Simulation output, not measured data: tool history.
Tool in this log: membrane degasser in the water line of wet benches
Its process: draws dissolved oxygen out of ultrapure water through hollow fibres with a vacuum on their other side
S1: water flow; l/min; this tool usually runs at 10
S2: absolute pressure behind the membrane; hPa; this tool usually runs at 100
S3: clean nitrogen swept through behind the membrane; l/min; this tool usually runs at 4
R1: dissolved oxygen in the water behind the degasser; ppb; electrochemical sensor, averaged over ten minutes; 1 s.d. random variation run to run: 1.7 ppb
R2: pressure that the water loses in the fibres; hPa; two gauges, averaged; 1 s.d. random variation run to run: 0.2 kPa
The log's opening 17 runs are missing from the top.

run,hour,S1,S2,S3,R1,R2
# hour 943.6: seals of the vacuum lines changed
18,957,10,81,2.98,173.7,463.5
19,1022,10,81,2.98,172.7,468.5
20,1080.9,8,117,4.11,98.4,374
21,1133.3,7,72,5.17,45.7,326.5
22,1184.1,10,72,5.17,149.7,464.5
23,1251.4,8,167,9.99,83.1,367.4
24,1291.1,8,167,9.99,84,371.1
25,1328.3,10,91,11.17,143.5,465.6
26,1383.7,16,87,6.37,553.8,745.4
27,1416.6,10,100,2.68,192.6,467.6
28,1470.9,10,100,2.68,199.1,468.1
29,1540.9,7,193,2.47,145.3,326.5
30,1586.8,7,134,4,76.6,323.3
31,1642.6,7,134,4,77.3,327.4

What if the next run were any one of these 3? Each begins from the tool's condition after run 31:
A,1683.4,9,157,2.08,?,?
B,1683.4,7,214,6.18,?,?
C,1683.4,7,79,1.81,?,?

run,R1,R2
A,221.3,416.6
B,85.4,324.3
C,78.3,328.6
Without the tool's unlogged condition, the same runs would have read:
run,R1,R2
A,210.8,408.8
B,81.1,318.3
C,72.4,322.4
